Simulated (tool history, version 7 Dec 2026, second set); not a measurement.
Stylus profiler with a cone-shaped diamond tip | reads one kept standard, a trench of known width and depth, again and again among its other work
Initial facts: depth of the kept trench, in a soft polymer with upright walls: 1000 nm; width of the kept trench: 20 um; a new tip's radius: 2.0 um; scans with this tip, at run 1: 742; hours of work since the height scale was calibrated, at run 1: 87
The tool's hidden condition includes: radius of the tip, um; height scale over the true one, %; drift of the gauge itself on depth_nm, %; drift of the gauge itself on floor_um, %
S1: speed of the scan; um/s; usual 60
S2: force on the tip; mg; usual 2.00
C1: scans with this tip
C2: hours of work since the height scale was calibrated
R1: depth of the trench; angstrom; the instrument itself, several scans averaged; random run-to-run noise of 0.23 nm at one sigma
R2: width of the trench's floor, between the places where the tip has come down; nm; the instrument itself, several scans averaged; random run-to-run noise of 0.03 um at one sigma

| run | hour | S1 | S2 | C1 | C2 | R1 | R2 |
|---|---|---|---|---|---|---|---|
| 1 | 0.0 | 60 | 2.00 | 742 | 87 | 10152.4 | 16250 |
| 2 | 14.7 | 17 | 2.00 | 793 | 93 | 10150.0 | 16320 |
| 3 | 29.6 | 17 | 2.00 | 844 | 99 | 10148.7 | 16300 |
| 4 | 45.2 | 60 | 2.00 | 898 | 106 | 10151.1 | 16240 |
| 5 | 55.0 | 60 | 2.00 | 932 | 110 | 10150.3 | 16270 |
| 6 | 69.7 | 60 | 2.00 | 983 | 116 | 10147.6 | 16200 |
| 7 | 83.3 | 60 | 2.00 | 1030 | 121 | 10149.5 | 16200 |
| 8 | 99.6 | 60 | 2.00 | 1087 | 128 | 10149.6 | 16170 |
| 9 | 109.8 | 91 | 2.00 | 1122 | 132 | 10151.6 | 16050 |
| 10 | 117.9 | 60 | 1.18 | 1150 | 135 | 10106.5 | 16090 |
| 11 | 132.8 | 60 | 2.00 | 1202 | 141 | 10150.3 | 16120 |
| 12 | 147.2 | 60 | 2.00 | 1252 | 147 | 10153.1 | 16110 |
| 13 | 161.9 | 60 | 2.00 | 1303 | 153 | 10152.8 | 16100 |
| 14 | 172.3 | 70 | 2.00 | 1339 | 157 | 10151.9 | 16090 |
| 15 | 185.4 | 70 | 2.00 | 1384 | 163 | 10151.4 | 16070 |
| 16 | 204.1 | 35 | 2.00 | 1449 | 170 | 10155.5 | 16110 |
| 17 | 214.2 | 60 | 2.00 | 1484 | 175 | 10152.5 | 16050 |
| 18 | 231.3 | 60 | 5.82 | 1543 | 182 | 10303.4 | 16190 |
| 19 | 250.0 | 60 | 5.82 | 1608 | 189 | 10303.5 | 16090 |
| 20 | 259.3 | 60 | 1.03 | 1640 | 193 | 10103.1 | 15990 |
| 21 | 272.2 | 95 | 4.48 | 1685 | 198 | 10258.1 | 16090 |
| 22 | 284.5 | 95 | 4.48 | 1727 | 203 | 10256.5 | 15980 |
| 23 | 298.0 | 88 | 1.17 | 1774 | 209 | 10111.3 | 15890 |
| 24 | 305.8 | 60 | 0.93 | 1801 | 212 | 10098.7 | 15930 |
| 25 | 314.6 | 16 | 2.15 | 1832 | 215 | 10162.7 | 16130 |
| 26 | 330.9 | 234 | 1.85 | 1888 | 222 | 10150.0 | 15610 |
| 27 | 339.0 | 234 | 0.77 | 1916 | 225 | 10084.8 | 15350 |
| 28 | 354.5 | 201 | 1.02 | 1970 | 232 | 10104.0 | 15530 |
| 29 | 367.7 | 178 | 1.02 | 2016 | 237 | 10100.2 | 15560 |
| 30 | 385.3 | 171 | 2.25 | 2077 | 244 | 10168.4 | 15750 |
| 31 | 402.5 | 16 | 2.25 | 2137 | 251 | 10168.0 | 15980 |
| 32 | 419.8 | 101 | 5.82 | 2197 | 258 | 10306.1 | 15870 |
| 33 | 432.6 | 101 | 5.82 | 2241 | 264 | 10308.1 | 16000 |
| 34 | 446.7 | 134 | 5.82 | 2290 | 269 | 10309.2 | 15920 |
| 35 | 462.7 | 54 | 1.91 | 2345 | 276 | 10158.8 | 15900 |
| 36 | 471.8 | 33 | 0.77 | 2377 | 280 | 10095.1 | 15860 |

For run 37, what comes out?
| 37 | 487.9 | 33 | 0.77 | 2432 | 286 | ? | ? |

R1: 10094.0 angstrom
R2: 15860 nm
Were there no unlogged condition in the tool, this run, its random variation unchanged, would have produced R1 10078.9 angstrom, R2 16430 nm.
